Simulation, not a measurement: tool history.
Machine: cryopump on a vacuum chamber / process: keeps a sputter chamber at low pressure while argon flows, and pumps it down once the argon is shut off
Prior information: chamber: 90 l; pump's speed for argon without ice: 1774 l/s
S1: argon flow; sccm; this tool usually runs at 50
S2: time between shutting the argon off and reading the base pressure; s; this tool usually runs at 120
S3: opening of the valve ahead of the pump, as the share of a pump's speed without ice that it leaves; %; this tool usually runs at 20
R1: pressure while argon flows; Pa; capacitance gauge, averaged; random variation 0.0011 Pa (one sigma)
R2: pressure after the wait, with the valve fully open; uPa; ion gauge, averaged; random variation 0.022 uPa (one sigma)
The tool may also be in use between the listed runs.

run   hour  S1   S2  S3      R1    R2
  1      0  50  120  20  0.2432  0.68
  2   26.8  50  120  20  0.2449  0.74
  3   40.3  50   25  20  0.2435  2.18
  4   64.2  50   25  20  0.2437  2.26
  5   76.3  50   25  20  0.2432  2.22
  6  101.3  50   25  20  0.2446  2.28
  7  119.5  50   25  20  0.2463  2.31
  8  136.7  50  120  20  0.2448  0.91
  9  161.8  50  120  32  0.1574  0.92
 10  178.2  50  120  32  0.1591  0.97
 11  201.9  43  120  20  0.2135  0.96
 12  215.7  50  120  32  0.1589  1.01
 13  228.6  50  120  32  0.1595  1.02
 14  247.5  50  120  32  0.1607  1.06
 15  269.7  50  120  32  0.1595  1.11
 16  297.3  47  249  22  0.2156  0.94
 17  322.7  47  249  22  0.2166  0.96
 18  341.7  47  149  47  0.1084  1.13
 19  367.1  44  120  20  0.2206  1.26
 20  387.3  46   21  19  0.2439  3.11
 21  399.7  22  193  18  0.1227  1.15
 22    414  50   35  19  0.2667  2.39
 23  433.3  44   54  55  0.0902  1.86
 24    461  44   54  55  0.0904  1.93

What if the next run were any one of these 4? Each begins from the tool's condition after run 24:
  A  488.7  33  122  38   ?   ?
  B  488.7  61   90  34   ?   ?
  C  488.7  25  158  58   ?   ?
  D  488.7  50  142  20   ?   ?

run      R1    R2
  A  0.0936  1.51
  B  0.1912  1.64
  C  0.0492  1.42
  D  0.2562  1.42
With no hidden state in the tool, these same runs would have given:
run      R1    R2
  A  0.0826  0.56
  B  0.1708  0.69
  C  0.0408  0.47
  D  0.2394  0.47
